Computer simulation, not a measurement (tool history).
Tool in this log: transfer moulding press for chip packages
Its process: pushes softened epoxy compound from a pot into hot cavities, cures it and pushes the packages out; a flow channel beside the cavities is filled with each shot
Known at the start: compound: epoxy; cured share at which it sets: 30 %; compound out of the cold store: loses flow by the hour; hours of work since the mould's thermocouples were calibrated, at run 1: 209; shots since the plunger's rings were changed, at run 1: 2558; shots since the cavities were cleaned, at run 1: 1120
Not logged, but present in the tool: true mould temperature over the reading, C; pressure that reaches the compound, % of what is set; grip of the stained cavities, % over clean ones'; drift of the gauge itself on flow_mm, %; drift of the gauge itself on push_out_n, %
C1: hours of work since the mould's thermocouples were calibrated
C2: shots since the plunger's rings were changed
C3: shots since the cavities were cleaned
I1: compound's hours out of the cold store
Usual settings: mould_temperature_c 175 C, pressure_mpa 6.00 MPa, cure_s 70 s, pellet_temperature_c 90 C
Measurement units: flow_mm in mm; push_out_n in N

run 1 hour=0.0 | mould_temperature_c=175 pressure_mpa=6.00 cure_s=70 pellet_temperature_c=90 | C1=209 C2=2558 C3=1120 | I1=36.9 | flow_mm=532 push_out_n=453
-- hour=4.7 cavities cleaned with cleaning compound and waxed
run 2 hour=18.7 | mould_temperature_c=175 pressure_mpa=6.00 cure_s=70 pellet_temperature_c=90 | C1=223 C2=2847 C3=235 | I1=21.3 | flow_mm=567 push_out_n=324
run 3 hour=29.3 | mould_temperature_c=175 pressure_mpa=6.20 cure_s=70 pellet_temperature_c=90 | C1=231 C2=3024 C3=412 | I1=20.6 | flow_mm=581 push_out_n=367
run 4 hour=40.6 | mould_temperature_c=175 pressure_mpa=6.20 cure_s=70 pellet_temperature_c=90 | C1=240 C2=3213 C3=601 | I1=45.7 | flow_mm=510 push_out_n=376
run 5 hour=52.8 | mould_temperature_c=175 pressure_mpa=6.20 cure_s=70 pellet_temperature_c=90 | C1=249 C2=3418 C3=806 | I1=39.8 | flow_mm=526 push_out_n=406
run 6 hour=61.4 | mould_temperature_c=175 pressure_mpa=6.00 cure_s=70 pellet_temperature_c=90 | C1=256 C2=3563 C3=951 | I1=19.6 | flow_mm=569 push_out_n=443
-- hour=76.2 cavities cleaned with cleaning compound and waxed
run 7 hour=78.2 | mould_temperature_c=175 pressure_mpa=6.00 cure_s=70 pellet_temperature_c=90 | C1=268 C2=3819 C3=34 | I1=9.6 | flow_mm=598 push_out_n=278
run 8 hour=95.8 | mould_temperature_c=175 pressure_mpa=6.00 cure_s=70 pellet_temperature_c=90 | C1=282 C2=4113 C3=328 | I1=23.2 | flow_mm=554 push_out_n=345
run 9 hour=107.3 | mould_temperature_c=175 pressure_mpa=6.00 cure_s=70 pellet_temperature_c=90 | C1=291 C2=4306 C3=521 | I1=30.3 | flow_mm=538 push_out_n=369
run 10 hour=115.5 | mould_temperature_c=175 pressure_mpa=6.00 cure_s=70 pellet_temperature_c=90 | C1=298 C2=4443 C3=658 | I1=38.4 | flow_mm=511 push_out_n=399
run 11 hour=125.6 | mould_temperature_c=175 pressure_mpa=6.00 cure_s=70 pellet_temperature_c=90 | C1=306 C2=4612 C3=827 | I1=27.6 | flow_mm=539 push_out_n=432
run 12 hour=141.0 | mould_temperature_c=175 pressure_mpa=4.99 cure_s=70 pellet_temperature_c=90 | C1=318 C2=4870 C3=1085 | I1=30.5 | flow_mm=480 push_out_n=433
-- hour=147.0 cavities cleaned with cleaning compound and waxed
-- hour=153.7 plunger's sealing rings changed
run 13 hour=158.2 | mould_temperature_c=175 pressure_mpa=6.00 cure_s=70 pellet_temperature_c=90 | C1=328 C2=75 C3=145 | I1=37.0 | flow_mm=552 push_out_n=287
run 14 hour=177.3 | mould_temperature_c=175 pressure_mpa=6.00 cure_s=70 pellet_temperature_c=90 | C1=343 C2=395 C3=465 | I1=44.4 | flow_mm=537 push_out_n=355
run 15 hour=194.7 | mould_temperature_c=175 pressure_mpa=6.59 cure_s=70 pellet_temperature_c=90 | C1=357 C2=686 C3=756 | I1=44.2 | flow_mm=558 push_out_n=391
run 16 hour=213.3 | mould_temperature_c=175 pressure_mpa=6.59 cure_s=70 pellet_temperature_c=90 | C1=371 C2=999 C3=1069 | I1=42.7 | flow_mm=558 push_out_n=423

Expected results for the next run?
-- hour=221.0 cavities cleaned with cleaning compound and waxed
run 17 hour=228.8 | mould_temperature_c=175 pressure_mpa=5.31 cure_s=62 pellet_temperature_c=86 | C1=383 C2=1233 C3=130 | I1=41.1 | flow_mm=? push_out_n=?

flow_mm: 506 mm
push_out_n: 378 N
Without the tool's hidden state the same run would have given flow_mm 516 mm, push_out_n 327 N.
